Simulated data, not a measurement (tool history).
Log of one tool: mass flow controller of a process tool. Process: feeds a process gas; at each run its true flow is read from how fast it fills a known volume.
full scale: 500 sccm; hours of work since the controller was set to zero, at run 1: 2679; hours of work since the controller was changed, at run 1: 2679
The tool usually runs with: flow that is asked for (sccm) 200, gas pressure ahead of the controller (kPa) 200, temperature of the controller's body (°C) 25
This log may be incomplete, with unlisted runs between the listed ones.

run	day	flow that is asked for (sccm)	gas pressure ahead of the controller (kPa)	temperature of the controller's body (°C)	hours of work since the controller was set to zero	hours of work since the controller was changed	true flow (%)
1	0	200	200	25	2679	2679	99.45
2	12.771	200	200	25	2815	2815	99.43
3	20.454	200	200	25	2897	2897	99.43
4	35.75	200	231	25	3060	3060	99.13
5	52.504	200	231	25	3239	3239	99.23
6	71.283	200	231	25	3439	3439	99.16
7	85.229	200	231	25	3588	3588	99.2
8	103.629	200	231	25	3784	3784	99.23
9	116.142	200	231	25	3918	3918	99.14
10	133.562	200	200	25	4104	4104	99.4
11	143.7	200	200	25	4212	4212	99.32
12	156.079	200	200	27	4344	4344	99.29
13	165.571	498	161	27	4445	4445	100.19
14	183.838	200	224	34	4640	4640	98.52
15	194.921	200	224	34	4758	4758	98.4
16	202.992	279	170	25	4844	4844	99.78
17	215.729	279	195	28	4980	4980	99.29
18	231.267	157	176	36	5146	5146	98.62
19	246.371	57	200	25	5307	5307	99.09
20	260.362	57	200	25	5456	5456	98.99
21	269.567	57	200	25	5554	5554	99.08

Alternative continuations, all from the tool just after run 21; predict every row:
A	282.033	57	243	28	5687	5687	?
B	282.033	146	200	25	5687	5687	?
C	282.033	62	200	25	5687	5687	?
D	282.033	200	173	25	5687	5687	?

run	true flow (%)
A	98.57
B	99.25
C	99.14
D	99.62
What these runs would have given with no unlogged condition in the tool:
run	true flow (%)
A	98.54
B	99.23
C	99.11
D	99.61
